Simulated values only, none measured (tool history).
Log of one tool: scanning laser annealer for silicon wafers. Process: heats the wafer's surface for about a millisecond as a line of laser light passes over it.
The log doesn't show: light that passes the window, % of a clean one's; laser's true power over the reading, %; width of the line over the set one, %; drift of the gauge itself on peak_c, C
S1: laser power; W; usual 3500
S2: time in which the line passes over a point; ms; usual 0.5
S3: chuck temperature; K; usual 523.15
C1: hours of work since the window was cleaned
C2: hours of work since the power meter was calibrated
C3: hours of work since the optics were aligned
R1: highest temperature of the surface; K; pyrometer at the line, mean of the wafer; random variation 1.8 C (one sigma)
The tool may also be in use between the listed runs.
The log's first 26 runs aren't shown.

run	hour	S1	S2	S3	C1	C2	C3	R1
27	241.6	3713	0.548	510.15	124	183	992	1391.15
28	251.1	3253	0.5	535.15	128	187	996	1278.15
29	261.3	3500	0.5	503.15	132	191	1000	1301.15
30	267	3500	0.5	503.15	135	194	1003	1303.15
31	277	3500	0.5	503.15	139	198	1007	1305.15
32	284.3	3500	0.5	503.15	142	201	1010	1301.15
33	292.2	3240	0.5	523.15	145	205	1013	1267.15
34	303.5	3240	0.5	523.15	150	209	1018	1269.15
35	312.1	3832	0.586	527.15	154	213	1022	1467.15
36	319.4	3832	0.586	527.15	157	216	1025	1468.15
37	327.4	3503	0.5	554.15	161	220	1029	1357.15

3 ways to go on from here, each from the tool as it stands after run 37. What would each give?
A	334.7	3255	0.587	503.15	164	223	1032	?
B	334.7	3503	0.385	527.15	164	223	1032	?
C	334.7	3289	0.5	523.15	164	223	1032	?

run	R1
A	1310.15
B	1235.15
C	1278.15
Without the tool's hidden state the same runs would have given:
run	R1
A	1316.15
B	1240.15
C	1283.15
